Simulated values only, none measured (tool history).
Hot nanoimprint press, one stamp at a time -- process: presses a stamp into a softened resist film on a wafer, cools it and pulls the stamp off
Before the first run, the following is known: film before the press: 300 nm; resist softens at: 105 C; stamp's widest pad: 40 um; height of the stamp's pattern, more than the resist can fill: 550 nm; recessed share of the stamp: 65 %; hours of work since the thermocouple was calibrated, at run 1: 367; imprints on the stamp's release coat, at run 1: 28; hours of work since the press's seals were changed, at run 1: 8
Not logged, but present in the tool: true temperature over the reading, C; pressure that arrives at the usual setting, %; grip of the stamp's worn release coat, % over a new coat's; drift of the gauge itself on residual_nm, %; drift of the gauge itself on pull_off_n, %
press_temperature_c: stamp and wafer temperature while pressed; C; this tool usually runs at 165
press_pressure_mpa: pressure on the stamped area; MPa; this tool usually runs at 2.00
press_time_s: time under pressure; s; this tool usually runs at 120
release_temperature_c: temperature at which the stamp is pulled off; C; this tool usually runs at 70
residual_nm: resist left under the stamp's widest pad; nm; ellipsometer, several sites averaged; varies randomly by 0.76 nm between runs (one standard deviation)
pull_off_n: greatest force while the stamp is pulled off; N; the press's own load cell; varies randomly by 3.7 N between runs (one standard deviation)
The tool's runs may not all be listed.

run,hour,press_temperature_c,press_pressure_mpa,press_time_s,release_temperature_c,hours of work since the thermocouple was calibrated,imprints on the stamp's release coat,hours of work since the press's seals were changed,residual_nm,pull_off_n
1,0.0,165,2.00,120,70,367,28,8,164.3,184
2,41.8,176,2.00,120,70,398,136,39,118.6,185
3,95.3,176,2.00,120,70,438,274,79,116.9,201
4,184.9,176,2.00,120,70,504,505,146,119.7,217
# hour 241.7: plate thermocouple calibrated
5,241.7,176,2.00,120,70,0,644,186,112.6,209
6,296.3,162,2.00,120,70,41,785,226,175.4,229
# hour 325.7: stamp cleaned and given a new release coat
7,356.3,165,2.00,120,70,81,79,267,161.1,188
8,410.2,165,2.00,120,70,121,218,307,160.6,198
9,463.4,165,2.00,120,70,161,356,346,161.9,201
10,518.2,165,2.00,120,70,201,497,387,163.9,212
11,593.4,165,2.00,120,70,257,692,443,163.8,227
# hour 654.5: stamp cleaned and given a new release coat
12,674.6,165,1.48,120,70,313,52,499,183.9,190
13,724.3,165,2.00,120,70,350,180,536,166.2,190
14,795.2,165,2.00,120,70,403,363,589,166.7,203
15,888.4,165,2.00,120,70,473,603,658,169.4,223
# hour 985.6: stamp cleaned and given a new release coat
16,985.8,177,2.47,204,70,541,1,726,85.6,185
# hour 995.6: plate thermocouple calibrated
17,1058.0,166,2.15,104,59,46,179,778,162.7,217
18,1147.7,166,2.15,104,59,113,411,845,162.6,230
# hour 1191.1: press's hydraulic seals changed and the load cell set to zero
19,1199.6,153,2.00,120,59,146,524,6,225.7,244

Run 20 is up next; what results do you expect?
20,1262.7,153,2.00,120,59,193,687,53,?,?

Run 20 produced residual_nm 228.8 nm, pull_off_n 250 N.
On a tool with no hidden condition, and with the same random variation, this run would have come out at residual_nm 224.6 nm, pull_off_n 200 N.

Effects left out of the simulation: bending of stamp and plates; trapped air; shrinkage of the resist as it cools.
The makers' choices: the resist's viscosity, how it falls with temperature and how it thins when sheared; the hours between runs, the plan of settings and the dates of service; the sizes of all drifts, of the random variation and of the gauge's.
